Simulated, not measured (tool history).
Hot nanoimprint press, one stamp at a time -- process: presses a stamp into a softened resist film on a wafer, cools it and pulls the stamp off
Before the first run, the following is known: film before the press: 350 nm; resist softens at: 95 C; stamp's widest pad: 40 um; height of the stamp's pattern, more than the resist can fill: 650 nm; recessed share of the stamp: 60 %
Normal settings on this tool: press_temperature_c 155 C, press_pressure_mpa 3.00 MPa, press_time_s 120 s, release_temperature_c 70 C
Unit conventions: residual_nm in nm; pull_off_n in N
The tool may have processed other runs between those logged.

Run 1, hour 0.0: usual settings. Result: residual_nm 195.4 nm, pull_off_n 149 N.
Run 2, hour 31.2: usual settings. Result: residual_nm 196.3 nm, pull_off_n 149 N.
Run 3, hour 86.8: usual settings. Result: residual_nm 196.9 nm, pull_off_n 148 N.
Run 4, hour 114.9: usual settings. Result: residual_nm 195.4 nm, pull_off_n 152 N.
Run 5, hour 177.4: usual settings. Result: residual_nm 198.4 nm, pull_off_n 156 N.
Run 6, hour 217.4: usual settings. Result: residual_nm 195.8 nm, pull_off_n 149 N.
At hour 240.9: plate thermocouple calibrated.
Run 7, hour 268.5: usual settings. Result: residual_nm 197.5 nm, pull_off_n 148 N.
At hour 279.6: stamp cleaned and given a new release coat.
Run 8, hour 316.1: usual settings but press_pressure_mpa 1.94 MPa. Result: residual_nm 230.7 nm, pull_off_n 146 N.
Run 9, hour 353.8: usual settings but press_pressure_mpa 1.94 MPa. Result: residual_nm 230.9 nm, pull_off_n 147 N.
Run 10, hour 405.3: usual settings but press_pressure_mpa 1.94 MPa. Result: residual_nm 231.2 nm, pull_off_n 149 N.
Run 11, hour 450.9: usual settings but press_pressure_mpa 2.54 MPa. Result: residual_nm 211.0 nm, pull_off_n 143 N.
Run 12, hour 501.0: usual settings. Result: residual_nm 198.0 nm, pull_off_n 152 N.
Run 13, hour 550.9: usual settings. Result: residual_nm 200.0 nm, pull_off_n 147 N.
Run 14, hour 605.6: usual settings. Result: residual_nm 199.7 nm, pull_off_n 150 N.
Run 15, hour 657.5: usual settings. Result: residual_nm 197.7 nm, pull_off_n 147 N.
Run 16, hour 698.9: usual settings but press_time_s 235 s, release_temperature_c 67 C. Result: residual_nm 156.0 nm, pull_off_n 157 N.
At hour 730.1: stamp cleaned and given a new release coat.
Run 17, hour 760.4: usual settings but press_time_s 129 s, release_temperature_c 69 C. Result: residual_nm 195.1 nm, pull_off_n 146 N.
At hour 777.4: plate thermocouple calibrated.
Run 18, hour 796.5: usual settings but press_pressure_mpa 2.14 MPa, press_time_s 166 s. Result: residual_nm 205.0 nm, pull_off_n 153 N.
Run 19, hour 827.4: usual settings but press_pressure_mpa 2.14 MPa, press_time_s 166 s, release_temperature_c 63 C. Result: residual_nm 205.8 nm, pull_off_n 157 N.
At hour 855.7: gauge calibrated.
Run 20, hour 863.4: usual settings but press_pressure_mpa 2.55 MPa. Result: residual_nm 207.6 nm, pull_off_n 144 N.
Run 21, hour 901.2: usual settings but press_temperature_c 162 C, press_pressure_mpa 2.55 MPa, press_time_s 224 s. Result: residual_nm 109.8 nm, pull_off_n 139 N.
Run 22, hour 940.9: usual settings but press_temperature_c 154 C, press_time_s 139 s. Result: residual_nm 195.8 nm, pull_off_n 145 N.
Run 23, hour 1007.0: usual settings but press_temperature_c 162 C, press_pressure_mpa 1.92 MPa, press_time_s 203 s. Result: residual_nm 131.0 nm, pull_off_n 150 N.

Predict the results of run 24:
Run 24, hour 1067.3: usual settings but press_temperature_c 162 C, press_pressure_mpa 2.17 MPa, press_time_s 133 s, release_temperature_c 77 C. Result: residual_nm ?, pull_off_n ?.

{"run 24": {"residual_nm": 146.6, "pull_off_n": 137}}
Take away the tool's hidden state, keep the run-to-run variation as it was, and the same run would have given residual_nm 145.8 nm, pull_off_n 135 N.

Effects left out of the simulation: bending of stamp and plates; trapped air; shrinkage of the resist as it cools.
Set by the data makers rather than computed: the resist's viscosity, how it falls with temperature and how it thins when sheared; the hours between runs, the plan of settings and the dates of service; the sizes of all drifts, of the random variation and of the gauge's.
